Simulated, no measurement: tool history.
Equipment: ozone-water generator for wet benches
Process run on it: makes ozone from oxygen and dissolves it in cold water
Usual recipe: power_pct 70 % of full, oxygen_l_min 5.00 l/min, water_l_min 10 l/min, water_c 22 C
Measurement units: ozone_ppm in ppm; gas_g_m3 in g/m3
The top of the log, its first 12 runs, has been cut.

run 13 hour=360.4 | power_pct=70 oxygen_l_min=5.00 water_l_min=9 water_c=22 | ozone_ppm=18.4 gas_g_m3=143.7
run 14 hour=393.8 | power_pct=63 oxygen_l_min=5.00 water_l_min=10 water_c=22 | ozone_ppm=16.3 gas_g_m3=137.9
run 15 hour=422.8 | power_pct=63 oxygen_l_min=5.00 water_l_min=10 water_c=22 | ozone_ppm=16.3 gas_g_m3=134.8
run 16 hour=455.3 | power_pct=98 oxygen_l_min=5.00 water_l_min=10 water_c=22 | ozone_ppm=21.0 gas_g_m3=175.1
run 17 hour=482.8 | power_pct=70 oxygen_l_min=5.00 water_l_min=10 water_c=24 | ozone_ppm=16.6 gas_g_m3=143.4
run 18 hour=524.2 | power_pct=70 oxygen_l_min=5.00 water_l_min=10 water_c=24 | ozone_ppm=16.3 gas_g_m3=142.5
run 19 hour=548.4 | power_pct=52 oxygen_l_min=2.69 water_l_min=13 water_c=15 | ozone_ppm=13.1 gas_g_m3=160.0
run 20 hour=569.6 | power_pct=52 oxygen_l_min=2.69 water_l_min=13 water_c=15 | ozone_ppm=12.9 gas_g_m3=159.4
run 21 hour=587.1 | power_pct=63 oxygen_l_min=2.97 water_l_min=13 water_c=15 | ozone_ppm=14.8 gas_g_m3=169.7
run 22 hour=616.8 | power_pct=63 oxygen_l_min=2.97 water_l_min=13 water_c=15 | ozone_ppm=14.7 gas_g_m3=170.7
run 23 hour=638.9 | power_pct=63 oxygen_l_min=2.97 water_l_min=13 water_c=15 | ozone_ppm=14.6 gas_g_m3=172.5
run 24 hour=665.8 | power_pct=44 oxygen_l_min=5.03 water_l_min=10 water_c=22 | ozone_ppm=13.1 gas_g_m3=111.4
run 25 hour=693.5 | power_pct=44 oxygen_l_min=2.64 water_l_min=9 water_c=28 | ozone_ppm=12.6 gas_g_m3=145.4
run 26 hour=731.1 | power_pct=84 oxygen_l_min=2.64 water_l_min=8 water_c=16 | ozone_ppm=24.7 gas_g_m3=212.4
run 27 hour=759.9 | power_pct=84 oxygen_l_min=5.60 water_l_min=8 water_c=23 | ozone_ppm=20.7 gas_g_m3=152.1
run 28 hour=797.0 | power_pct=73 oxygen_l_min=3.03 water_l_min=7 water_c=26 | ozone_ppm=20.6 gas_g_m3=183.2
run 29 hour=827.0 | power_pct=73 oxygen_l_min=3.03 water_l_min=9 water_c=22 | ozone_ppm=18.9 gas_g_m3=183.0
run 30 hour=853.6 | power_pct=44 oxygen_l_min=4.89 water_l_min=9 water_c=22 | ozone_ppm=13.8 gas_g_m3=111.6
run 31 hour=876.9 | power_pct=70 oxygen_l_min=5.00 water_l_min=16 water_c=14 | ozone_ppm=14.4 gas_g_m3=143.9
run 32 hour=895.6 | power_pct=67 oxygen_l_min=5.00 water_l_min=9 water_c=18 | ozone_ppm=19.5 gas_g_m3=138.8
run 33 hour=925.7 | power_pct=65 oxygen_l_min=2.64 water_l_min=9 water_c=23 | ozone_ppm=17.1 gas_g_m3=183.2

Forecast each of these 4 alternatives for the next run:
run A hour=949.2 | power_pct=54 oxygen_l_min=5.00 water_l_min=10 water_c=22 | ozone_ppm=? gas_g_m3=?
run B hour=949.2 | power_pct=65 oxygen_l_min=7.16 water_l_min=9 water_c=23 | ozone_ppm=? gas_g_m3=?
run C hour=949.2 | power_pct=65 oxygen_l_min=2.64 water_l_min=9 water_c=26 | ozone_ppm=? gas_g_m3=?
run D hour=949.2 | power_pct=70 oxygen_l_min=4.15 water_l_min=10 water_c=15 | ozone_ppm=? gas_g_m3=?

run=A ozone_ppm=14.5 gas_g_m3=124.5
run=B ozone_ppm=16.2 gas_g_m3=117.3
run=C ozone_ppm=16.5 gas_g_m3=181.9
run=D ozone_ppm=19.6 gas_g_m3=156.4
With the hidden condition removed and each run's random variation left untouched, the same runs would have given:
run=A ozone_ppm=15.2 gas_g_m3=128.2
run=B ozone_ppm=17.0 gas_g_m3=121.2
run=C ozone_ppm=17.4 gas_g_m3=188.0
run=D ozone_ppm=20.6 gas_g_m3=161.9
